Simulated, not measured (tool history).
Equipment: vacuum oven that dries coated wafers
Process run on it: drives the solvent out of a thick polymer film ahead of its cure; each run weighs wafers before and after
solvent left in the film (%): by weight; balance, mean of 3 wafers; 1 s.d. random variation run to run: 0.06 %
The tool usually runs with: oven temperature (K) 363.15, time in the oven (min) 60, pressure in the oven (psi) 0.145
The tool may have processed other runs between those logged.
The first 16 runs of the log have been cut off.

| run | hour | oven temperature (K) | time in the oven (min) | pressure in the oven (psi) | solvent left in the film (%) |
|---|---|---|---|---|---|
| 17 | 1389.7 | 367.15 | 60 | 0.145 | 1.91 |
| 18 | 1479.8 | 363.15 | 60 | 0.145 | 3.21 |
| 19 | 1554.8 | 366.15 | 60 | 0.264 | 2.49 |
| 20 | 1610.0 | 366.15 | 60 | 0.264 | 2.35 |
| 21 | 1719.9 | 364.15 | 81 | 0.142 | 1.61 |
| 22 | 1829.3 | 363.15 | 66 | 0.270 | 2.72 |
| 23 | 1934.8 | 352.15 | 50 | 0.249 | 9.65 |
| 24 | 2044.9 | 363.15 | 59 | 0.145 | 3.23 |
|  | 2094.0 | vacuum gauge cleaned of residue and calibrated |
| 25 | 2123.5 | 353.15 | 94 | 0.128 | 4.36 |
| 26 | 2210.9 | 363.15 | 73 | 0.145 | 1.95 |
| 27 | 2329.4 | 363.15 | 67 | 0.145 | 2.21 |
| 28 | 2394.4 | 355.15 | 60 | 0.088 | 6.15 |
| 29 | 2469.8 | 355.15 | 60 | 0.088 | 6.27 |
| 30 | 2575.8 | 371.15 | 39 | 0.234 | 2.24 |
| 31 | 2675.5 | 357.15 | 88 | 0.119 | 2.84 |
| 32 | 2740.4 | 357.15 | 88 | 0.119 | 2.83 |
| 33 | 2806.7 | 357.15 | 88 | 0.119 | 2.76 |
| 34 | 2863.8 | 355.15 | 60 | 0.289 | 6.20 |
|  | 2890.0 | oven's thermocouples calibrated |
| 35 | 2978.4 | 358.15 | 60 | 0.090 | 5.17 |
| 36 | 3092.3 | 358.15 | 60 | 0.090 | 5.12 |

Here are 5 independent what-if runs from the current tool condition. What would each one return?
| A | 3180.5 | 363.15 | 60 | 0.090 | ? |
| B | 3180.5 | 364.15 | 60 | 0.154 | ? |
| C | 3180.5 | 348.15 | 40 | 0.528 | ? |
| D | 3180.5 | 350.15 | 68 | 0.087 | ? |
| E | 3180.5 | 370.15 | 37 | 0.316 | ? |

| run | solvent left in the film (%) |
|---|---|
| A | 3.05 |
| B | 2.72 |
| C | 13.00 |
| D | 7.79 |
| E | 3.22 |
With no hidden state in the tool, these same runs would have given:
| run | solvent left in the film (%) |
|---|---|
| A | 3.25 |
| B | 2.91 |
| C | 13.23 |
| D | 8.06 |
| E | 3.44 |
